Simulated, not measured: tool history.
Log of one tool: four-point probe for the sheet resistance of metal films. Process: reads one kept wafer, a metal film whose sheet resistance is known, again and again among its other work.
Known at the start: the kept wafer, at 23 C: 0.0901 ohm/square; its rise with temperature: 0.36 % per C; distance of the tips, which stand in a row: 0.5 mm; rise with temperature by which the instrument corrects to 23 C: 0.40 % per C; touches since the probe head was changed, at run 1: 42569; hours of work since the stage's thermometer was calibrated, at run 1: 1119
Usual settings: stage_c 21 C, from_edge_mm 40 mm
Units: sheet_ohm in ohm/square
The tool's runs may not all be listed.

run,hour,stage_c,from_edge_mm,touches since the probe head was changed,hours of work since the stage's thermometer was calibrated,sheet_ohm
1,0.0,21,40,42569,1119,0.090181
2,64.4,21,40,45061,1162,0.090185
3,102.1,21,40,46519,1188,0.090202
4,152.1,21,6,48454,1222,0.090527
5,228.3,21,73,51402,1274,0.090209
6,273.9,21,20,53167,1305,0.090213
7,337.7,21,20,55634,1348,0.090205
8,404.6,21,20,58220,1394,0.090182
9,464.5,21,20,60537,1435,0.090212
10,542.4,22,24,63553,1488,0.090183
11,604.5,22,3,65953,1530,0.091467
12,638.1,22,3,67256,1553,0.091464
13,671.7,23,61,68554,1576,0.090115
14,731.6,24,18,70870,1616,0.090112

3 ways to go on from here, each from the tool as it stands after run 14. What would each give?
A,808.2,27,14,73834,1668,?
B,808.2,27,10,73834,1668,?
C,808.2,21,38,73834,1668,?

run,sheet_ohm
A,0.090026
B,0.090058
C,0.090205
Without the tool's hidden state the same runs would have given:
run,sheet_ohm
A,0.090021
B,0.090053
C,0.090200
